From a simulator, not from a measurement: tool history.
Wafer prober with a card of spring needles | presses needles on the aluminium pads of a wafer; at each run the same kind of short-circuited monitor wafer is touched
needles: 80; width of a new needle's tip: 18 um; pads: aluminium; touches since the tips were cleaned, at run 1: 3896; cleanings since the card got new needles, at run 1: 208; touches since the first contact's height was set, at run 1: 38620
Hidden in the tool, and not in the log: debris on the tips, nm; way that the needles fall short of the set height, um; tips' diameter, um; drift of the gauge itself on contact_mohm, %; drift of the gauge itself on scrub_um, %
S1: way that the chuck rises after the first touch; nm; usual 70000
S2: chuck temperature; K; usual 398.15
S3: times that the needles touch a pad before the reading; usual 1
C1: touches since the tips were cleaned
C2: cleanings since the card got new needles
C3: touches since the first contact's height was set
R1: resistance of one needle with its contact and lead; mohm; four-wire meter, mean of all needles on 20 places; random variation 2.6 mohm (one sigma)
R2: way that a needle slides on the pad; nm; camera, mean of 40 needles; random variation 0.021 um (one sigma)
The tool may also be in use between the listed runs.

{"run": 1, "hour": 0.0, "S1": 70000, "S2": 398.15, "S3": 1, "C1": 3896, "C2": 208, "C3": 38620, "R1": 302, "R2": 17620}
{"hour": 5.5, "done": "tips cleaned on abrasive film"}
{"hour": 19.1, "done": "tips cleaned on abrasive film"}
{"hour": 29.9, "done": "tips cleaned on abrasive film"}
{"run": 2, "hour": 32.0, "S1": 70000, "S2": 398.15, "S3": 1, "C1": 1010, "C2": 211, "C3": 54321, "R1": 301, "R2": 17650}
{"hour": 42.8, "done": "tips cleaned on abrasive film"}
{"hour": 56.4, "done": "tips cleaned on abrasive film"}
{"hour": 70.0, "done": "tips cleaned on abrasive film"}
{"hour": 83.5, "done": "tips cleaned on abrasive film"}
{"hour": 86.5, "done": "height of the first contact set anew"}
{"run": 3, "hour": 90.6, "S1": 70000, "S2": 398.15, "S3": 1, "C1": 3345, "C2": 215, "C3": 2009, "R1": 302, "R2": 17650}
{"hour": 96.1, "done": "tips cleaned on abrasive film"}
{"hour": 109.6, "done": "tips cleaned on abrasive film"}
{"hour": 123.2, "done": "tips cleaned on abrasive film"}
{"hour": 136.8, "done": "tips cleaned on abrasive film"}
{"hour": 150.3, "done": "tips cleaned on abrasive film"}
{"run": 4, "hour": 159.2, "S1": 70000, "S2": 398.15, "S3": 1, "C1": 4415, "C2": 220, "C3": 35806, "R1": 301, "R2": 17640}
{"hour": 162.0, "done": "tips cleaned on abrasive film"}
{"hour": 175.6, "done": "tips cleaned on abrasive film"}
{"hour": 189.2, "done": "tips cleaned on abrasive film"}
{"hour": 202.7, "done": "tips cleaned on abrasive film"}
{"run": 5, "hour": 210.3, "S1": 70000, "S2": 398.15, "S3": 1, "C1": 3782, "C2": 224, "C3": 60954, "R1": 298, "R2": 17650}
{"hour": 215.8, "done": "tips cleaned on abrasive film"}
{"hour": 226.7, "done": "tips cleaned on abrasive film"}
{"hour": 240.3, "done": "tips cleaned on abrasive film"}
{"run": 6, "hour": 240.3, "S1": 70000, "S2": 398.15, "S3": 1, "C1": 25, "C2": 227, "C3": 75669, "R1": 299, "R2": 17670}
{"hour": 251.2, "done": "tips cleaned on abrasive film"}
{"hour": 251.5, "done": "height of the first contact set anew"}
{"hour": 265.1, "done": "tips cleaned on abrasive film"}
{"hour": 278.6, "done": "tips cleaned on abrasive film"}
{"hour": 292.2, "done": "tips cleaned on abrasive film"}
{"hour": 305.8, "done": "tips cleaned on abrasive film"}
{"run": 7, "hour": 306.0, "S1": 70000, "S2": 398.15, "S3": 1, "C1": 125, "C2": 232, "C3": 26835, "R1": 298, "R2": 17670}
{"hour": 316.9, "done": "tips cleaned on abrasive film"}
{"hour": 330.5, "done": "tips cleaned on abrasive film"}
{"hour": 344.0, "done": "tips cleaned on abrasive film"}
{"hour": 357.6, "done": "tips cleaned on abrasive film"}
{"hour": 368.5, "done": "tips cleaned on abrasive film"}
{"run": 8, "hour": 369.2, "S1": 70000, "S2": 398.15, "S3": 1, "C1": 367, "C2": 237, "C3": 57924, "R1": 298, "R2": 17630}
{"hour": 380.1, "done": "tips cleaned on abrasive film"}
{"hour": 393.7, "done": "tips cleaned on abrasive film"}
{"hour": 407.2, "done": "tips cleaned on abrasive film"}
{"hour": 418.3, "done": "height of the first contact set anew"}
{"hour": 421.1, "done": "tips cleaned on abrasive film"}
{"run": 9, "hour": 427.0, "S1": 63000, "S2": 398.15, "S3": 1, "C1": 2945, "C2": 241, "C3": 4281, "R1": 300, "R2": 15850}
{"hour": 432.5, "done": "tips cleaned on abrasive film"}
{"hour": 443.4, "done": "tips cleaned on abrasive film"}
{"hour": 457.0, "done": "tips cleaned on abrasive film"}
{"run": 10, "hour": 457.3, "S1": 57000, "S2": 398.15, "S3": 1, "C1": 194, "C2": 244, "C3": 19170, "R1": 302, "R2": 14370}
{"hour": 468.2, "done": "tips cleaned on abrasive film"}
{"hour": 481.8, "done": "tips cleaned on abrasive film"}
{"hour": 495.4, "done": "tips cleaned on abrasive film"}
{"run": 11, "hour": 499.3, "S1": 63000, "S2": 310.15, "S3": 1, "C1": 1966, "C2": 247, "C3": 39839, "R1": 275, "R2": 15870}
{"hour": 507.5, "done": "tips cleaned on abrasive film"}
{"hour": 518.4, "done": "tips cleaned on abrasive film"}
{"hour": 531.9, "done": "tips cleaned on abrasive film"}
{"hour": 545.5, "done": "tips cleaned on abrasive film"}
{"hour": 559.1, "done": "tips cleaned on abrasive film"}
{"run": 12, "hour": 563.3, "S1": 63000, "S2": 310.15, "S3": 1, "C1": 2113, "C2": 252, "C3": 71335, "R1": 274, "R2": 15860}
{"hour": 571.5, "done": "tips cleaned on abrasive film"}
{"hour": 585.1, "done": "tips cleaned on abrasive film"}
{"hour": 585.4, "done": "height of the first contact set anew"}
{"hour": 599.0, "done": "tips cleaned on abrasive film"}
{"run": 13, "hour": 609.2, "S1": 58000, "S2": 310.15, "S3": 1, "C1": 5082, "C2": 255, "C3": 11759, "R1": 274, "R2": 14680}
{"hour": 612.0, "done": "tips cleaned on abrasive film"}
{"hour": 625.6, "done": "tips cleaned on abrasive film"}
{"hour": 636.4, "done": "tips cleaned on abrasive film"}
{"run": 14, "hour": 639.2, "S1": 58000, "S2": 310.15, "S3": 1, "C1": 1361, "C2": 258, "C3": 26476, "R1": 274, "R2": 14590}

Forecast each of these 5 alternatives for the next run:
{"hour": 647.4, "done": "tips cleaned on abrasive film"}
{"hour": 660.9, "done": "tips cleaned on abrasive film"}
{"hour": 674.5, "done": "tips cleaned on abrasive film"}
{"run": "A", "hour": 680.1, "S1": 63000, "S2": 298.15, "S3": 1, "C1": 2783, "C2": 261, "C3": 46633, "R1": "?", "R2": "?"}
{"hour": 647.4, "done": "tips cleaned on abrasive film"}
{"hour": 660.9, "done": "tips cleaned on abrasive film"}
{"hour": 674.5, "done": "tips cleaned on abrasive film"}
{"run": "B", "hour": 680.1, "S1": 58000, "S2": 333.15, "S3": 1, "C1": 2783, "C2": 261, "C3": 46633, "R1": "?", "R2": "?"}
{"hour": 647.4, "done": "tips cleaned on abrasive film"}
{"hour": 660.9, "done": "tips cleaned on abrasive film"}
{"hour": 674.5, "done": "tips cleaned on abrasive film"}
{"run": "C", "hour": 680.1, "S1": 78000, "S2": 367.15, "S3": 2, "C1": 2783, "C2": 261, "C3": 46633, "R1": "?", "R2": "?"}
{"hour": 647.4, "done": "tips cleaned on abrasive film"}
{"hour": 660.9, "done": "tips cleaned on abrasive film"}
{"hour": 674.5, "done": "tips cleaned on abrasive film"}
{"run": "D", "hour": 680.1, "S1": 70000, "S2": 387.15, "S3": 1, "C1": 2783, "C2": 261, "C3": 46633, "R1": "?", "R2": "?"}
{"hour": 647.4, "done": "tips cleaned on abrasive film"}
{"hour": 660.9, "done": "tips cleaned on abrasive film"}
{"hour": 674.5, "done": "tips cleaned on abrasive film"}
{"run": "E", "hour": 680.1, "S1": 58000, "S2": 301.15, "S3": 2, "C1": 2783, "C2": 261, "C3": 46633, "R1": "?", "R2": "?"}

run=A R1=271 R2=15870
run=B R1=286 R2=14620
run=C R1=286 R2=19620
run=D R1=296 R2=17650
run=E R1=269 R2=14630
Without the tool's hidden state the same runs would have given:
run=A R1=270 R2=15870
run=B R1=285 R2=14620
run=C R1=286 R2=19630
run=D R1=295 R2=17650
run=E R1=269 R2=14630
